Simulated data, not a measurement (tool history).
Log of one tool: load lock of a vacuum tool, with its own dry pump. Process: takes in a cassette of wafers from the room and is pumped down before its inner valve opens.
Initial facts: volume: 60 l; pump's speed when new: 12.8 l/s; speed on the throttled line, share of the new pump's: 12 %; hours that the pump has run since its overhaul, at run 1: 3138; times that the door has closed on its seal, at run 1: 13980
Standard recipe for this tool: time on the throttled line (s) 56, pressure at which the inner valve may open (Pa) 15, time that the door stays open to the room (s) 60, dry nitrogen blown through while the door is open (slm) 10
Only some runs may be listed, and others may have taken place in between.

| run | hour | time on the throttled line (s) | pressure at which the inner valve may open (Pa) | time that the door stays open to the room (s) | dry nitrogen blown through while the door is open (slm) | hours that the pump has run since its overhaul | times that the door has closed on its seal | incoming humidity of the room's air, % | time from the closed door until the inner valve may open (s) | rise of the pressure with all valves shut (Pa/min) |
|---|---|---|---|---|---|---|---|---|---|---|
| 1 | 0.0 | 56 | 15 | 60 | 10 | 3138 | 13980 | 46.4 | 93.2 | 0.168 |
| 2 | 534.5 | 56 | 15 | 60 | 10 | 3673 | 16361 | 43.2 | 94.0 | 0.199 |
| 3 | 943.3 | 56 | 15 | 60 | 10 | 4082 | 18182 | 46.8 | 94.7 | 0.240 |
| 4 | 1469.0 | 56 | 15 | 60 | 10 | 4607 | 20524 | 47.2 | 94.5 | 0.289 |
|  | 1750.8 | door's seal changed, seat wiped |
| 5 | 1897.0 | 56 | 15 | 60 | 10 | 5034 | 652 | 44.4 | 93.7 | 0.028 |
| 6 | 2382.1 | 56 | 15 | 60 | 10 | 5519 | 2813 | 41.0 | 95.0 | 0.032 |
| 7 | 2790.3 | 59 | 27 | 60 | 10 | 5927 | 4631 | 44.9 | 95.3 | 0.054 |
| 8 | 3196.8 | 55 | 18 | 190 | 38 | 6334 | 6442 | 43.7 | 94.0 | 0.062 |
| 9 | 3600.8 | 55 | 18 | 190 | 38 | 6738 | 8242 | 43.1 | 94.5 | 0.083 |
| 10 | 3876.1 | 55 | 18 | 190 | 5 | 7013 | 9468 | 47.2 | 95.3 | 0.115 |
| 11 | 4414.3 | 55 | 18 | 190 | 5 | 7551 | 11866 | 50.9 | 95.3 | 0.144 |
| 12 | 4991.3 | 101 | 15 | 60 | 5 | 8128 | 14436 | 46.3 | 135.5 | 0.157 |

3 ways to go on from here, each from the tool as it stands after run 12. What would each give?
| A | 5548.9 | 103 | 15 | 60 | 5 | 8686 | 16920 | 44.5 | ? | ? |
| B | 5548.9 | 48 | 15 | 60 | 5 | 8686 | 16920 | 42.1 | ? | ? |
| C | 5548.9 | 101 | 15 | 61 | 5 | 8686 | 16920 | 43.5 | ? | ? |

| run | time from the closed door until the inner valve may open (s) | rise of the pressure with all valves shut (Pa/min) |
|---|---|---|
| A | 139.0 | 0.200 |
| B | 91.7 | 0.202 |
| C | 134.9 | 0.196 |
What these runs would have given with no unlogged condition in the tool:
| run | time from the closed door until the inner valve may open (s) | rise of the pressure with all valves shut (Pa/min) |
|---|---|---|
| A | 133.0 | 0.022 |
| B | 84.4 | 0.025 |
| C | 129.0 | 0.020 |

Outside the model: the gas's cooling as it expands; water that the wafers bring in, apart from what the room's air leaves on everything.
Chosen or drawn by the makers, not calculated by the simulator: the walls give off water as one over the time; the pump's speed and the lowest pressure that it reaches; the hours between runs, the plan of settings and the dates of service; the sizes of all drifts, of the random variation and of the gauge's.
